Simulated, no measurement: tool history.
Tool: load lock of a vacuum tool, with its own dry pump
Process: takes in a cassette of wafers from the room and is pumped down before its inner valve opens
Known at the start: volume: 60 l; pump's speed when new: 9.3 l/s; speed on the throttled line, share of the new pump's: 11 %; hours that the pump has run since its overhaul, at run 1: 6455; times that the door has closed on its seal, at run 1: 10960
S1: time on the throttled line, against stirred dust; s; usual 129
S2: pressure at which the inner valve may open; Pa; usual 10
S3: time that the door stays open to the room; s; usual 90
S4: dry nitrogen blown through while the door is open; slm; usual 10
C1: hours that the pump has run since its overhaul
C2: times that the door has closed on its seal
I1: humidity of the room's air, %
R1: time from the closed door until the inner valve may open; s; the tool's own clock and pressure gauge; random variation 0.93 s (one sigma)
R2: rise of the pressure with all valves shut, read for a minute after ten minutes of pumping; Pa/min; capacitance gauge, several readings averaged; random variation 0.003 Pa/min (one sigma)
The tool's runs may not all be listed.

Run 1, hour 0: usual settings; C1 6455; C2 10960; I1 46.3. Result: R1 177 s, R2 0.031 Pa/min.
Run 2, hour 520.7: usual settings; C1 6975; C2 12304; I1 45.4. Result: R1 174.1 s, R2 0.024 Pa/min.
Run 3, hour 1009.7: usual settings; C1 7464; C2 13567; I1 45.4. Result: R1 174 s, R2 0.035 Pa/min.
Run 4, hour 1468.3: usual settings but S4 6 slm; C1 7923; C2 14751; I1 43.2. Result: R1 175.5 s, R2 0.031 Pa/min.
Run 5, hour 1714.7: usual settings but S3 100 s; C1 8169; C2 15387; I1 44.4. Result: R1 175.6 s, R2 0.034 Pa/min.
Run 6, hour 2192.2: usual settings but S3 26 s; C1 8647; C2 16620; I1 49.7. Result: R1 175.2 s, R2 0.016 Pa/min.
Run 7, hour 2625.4: usual settings; C1 9080; C2 17739; I1 41.9. Result: R1 174.8 s, R2 0.029 Pa/min.
Run 8, hour 3191.5: usual settings; C1 9646; C2 19200; I1 45.8. Result: R1 175.2 s, R2 0.024 Pa/min.
Run 9, hour 3555.6: usual settings; C1 10010; C2 20141; I1 41.7. Result: R1 175 s, R2 0.03 Pa/min.
Run 10, hour 3965.2: usual settings; C1 10420; C2 21198; I1 45.6. Result: R1 176.1 s, R2 0.029 Pa/min.
At hour 4106.7: dry pump taken out, an overhauled one fitted.
Run 11, hour 4334.8: usual settings but S4 23 slm; C1 228; C2 22137; I1 41.6. Result: R1 176.4 s, R2 0.019 Pa/min.
Run 12, hour 4805.6: usual settings but S4 7 slm; C1 699; C2 23353; I1 43.9. Result: R1 175.1 s, R2 0.03 Pa/min.
Run 13, hour 5131.3: usual settings but S4 7 slm; C1 1025; C2 24194; I1 42.2. Result: R1 174.5 s, R2 0.033 Pa/min.
Run 14, hour 5475.3: usual settings; C1 1369; C2 25082; I1 41.2. Result: R1 175.4 s, R2 0.032 Pa/min.
Run 15, hour 6008.5: usual settings; C1 1902; C2 26459; I1 45.4. Result: R1 175.9 s, R2 0.027 Pa/min.
Run 16, hour 6426.4: usual settings but S4 12 slm; C1 2320; C2 27538; I1 43.3. Result: R1 175 s, R2 0.029 Pa/min.
Run 17, hour 6897.5: usual settings; C1 2791; C2 28754; I1 45.6. Result: R1 174.7 s, R2 0.034 Pa/min.
Run 18, hour 7378.3: usual settings; C1 3272; C2 29995; I1 45.1. Result: R1 175.4 s, R2 0.031 Pa/min.
Run 19, hour 7697.7: usual settings but S1 224 s, S2 9 Pa; C1 3591; C2 30820; I1 45.2. Result: R1 260.6 s, R2 0.029 Pa/min.
Run 20, hour 7975.7: usual settings but S1 224 s, S2 9 Pa; C1 3869; C2 31538; I1 45.4. Result: R1 259.9 s, R2 0.031 Pa/min.
Run 21, hour 8411.9: usual settings but S1 224 s, S2 7 Pa, S3 114 s; C1 4305; C2 32664; I1 46.8. Result: R1 262.7 s, R2 0.035 Pa/min.
Run 22, hour 8954.1: usual settings but S1 224 s, S2 7 Pa, S3 114 s, S4 23 slm; C1 4847; C2 34064; I1 44.7. Result: R1 262.5 s, R2 0.023 Pa/min.
Run 23, hour 9271.7: usual settings but S1 192 s, S3 216 s; C1 5165; C2 34885; I1 43.4. Result: R1 231.7 s, R2 0.051 Pa/min.
Run 24, hour 9532: usual settings but S1 223 s, S2 9 Pa, S3 73 s, S4 14 slm; C1 5425; C2 35557; I1 45.9. Result: R1 258.7 s, R2 0.019 Pa/min.
Run 25, hour 9835.4: usual settings but S1 223 s, S2 9 Pa, S3 73 s, S4 14 slm; C1 5729; C2 36340; I1 45.9. Result: R1 260.4 s, R2 0.024 Pa/min.
Run 26, hour 10382.9: usual settings but S2 15 Pa, S3 105 s; C1 6276; C2 37754; I1 44.2. Result: R1 170.9 s, R2 0.027 Pa/min.
Run 27, hour 10746.2: usual settings but S2 8 Pa, S3 105 s, S4 4 slm; C1 6640; C2 38692; I1 44.1. Result: R1 176.9 s, R2 0.035 Pa/min.
Run 28, hour 11171.2: usual settings but S1 105 s; C1 7064; C2 39789; I1 44.1. Result: R1 154.1 s, R2 0.031 Pa/min.
Run 29, hour 11479.3: usual settings but S1 142 s, S2 8 Pa, S3 52 s, S4 5 slm; C1 7373; C2 40585; I1 44.2. Result: R1 188.9 s, R2 0.027 Pa/min.
Run 30, hour 11774.4: usual settings but S1 79 s, S2 18 Pa, S3 26 s, S4 23 slm; C1 7668; C2 41347; I1 46.8. Result: R1 126.7 s, R2 0.014 Pa/min.
Run 31, hour 12045.7: usual settings but S1 79 s, S2 18 Pa, S3 26 s, S4 23 slm; C1 7939; C2 42047; I1 46. Result: R1 126.5 s, R2 0.009 Pa/min.
Run 32, hour 12554.8: usual settings but S1 251 s, S2 14 Pa, S3 36 s, S4 39 slm; C1 8448; C2 43362; I1 44. Result: R1 283.4 s, R2 0.012 Pa/min.
Run 33, hour 13008.6: usual settings but S1 251 s, S3 112 s, S4 6 slm; C1 8902; C2 44533; I1 45.1. Result: R1 284.1 s, R2 0.041 Pa/min.

Hidden state at the last listed run before each entry between runs and at the first one after, where it differs:
Between runs 10 and 11: dry pump taken out, an overhauled one fitted (hour 4106.7)
  pump's speed, % of a new pump's: 99.9 -> 100

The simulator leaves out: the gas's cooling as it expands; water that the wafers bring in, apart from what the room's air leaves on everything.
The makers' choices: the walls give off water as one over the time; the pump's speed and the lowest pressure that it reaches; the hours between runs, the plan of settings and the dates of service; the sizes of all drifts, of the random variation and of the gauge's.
